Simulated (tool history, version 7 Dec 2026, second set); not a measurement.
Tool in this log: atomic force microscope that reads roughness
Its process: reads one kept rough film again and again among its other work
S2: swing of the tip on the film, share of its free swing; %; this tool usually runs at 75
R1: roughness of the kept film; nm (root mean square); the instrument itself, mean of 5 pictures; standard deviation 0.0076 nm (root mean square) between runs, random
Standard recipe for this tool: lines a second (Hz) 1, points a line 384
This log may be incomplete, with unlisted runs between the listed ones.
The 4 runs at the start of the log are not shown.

Run 5, hour 51.3: usual settings but S2 87 %. Result: R1 1.532 nm (root mean square).
Run 6, hour 63.9: usual settings but S2 87 %. Result: R1 1.508 nm (root mean square).
Run 7, hour 77.1: usual settings but S2 87 %. Result: R1 1.483 nm (root mean square).
Run 8, hour 92.7: usual settings but S2 87 %. Result: R1 1.452 nm (root mean square).
Run 9, hour 103.5: usual settings. Result: R1 1.46 nm (root mean square).
Run 10, hour 117.5: usual settings. Result: R1 1.425 nm (root mean square).
Run 11, hour 125.8: usual settings. Result: R1 1.434 nm (root mean square).
Run 12, hour 142.1: usual settings. Result: R1 1.39 nm (root mean square).
At hour 145.2: new tip fitted.
Run 13, hour 158.6: usual settings. Result: R1 1.572 nm (root mean square).
Run 14, hour 169.6: usual settings. Result: R1 1.571 nm (root mean square).
Run 15, hour 182.1: usual settings. Result: R1 1.534 nm (root mean square).
Run 16, hour 193.2: usual settings. Result: R1 1.52 nm (root mean square).
At hour 195: height scale calibrated on a step standard.
Run 17, hour 209.7: usual settings but lines a second (Hz) 3, S2 59 %, points a line 910. Result: R1 1.469 nm (root mean square).
Run 18, hour 222.7: usual settings but lines a second (Hz) 1.13, S2 59 %, points a line 751. Result: R1 1.482 nm (root mean square).

Forecast run 19:
Run 19, hour 238.6: usual settings but lines a second (Hz) 0.59, S2 86 %, points a line 474. Result: R1 ?.

{"run 19": {"R1": 1.431}}
With no hidden state in the tool, this same run would have given R1 1.621 nm (root mean square).
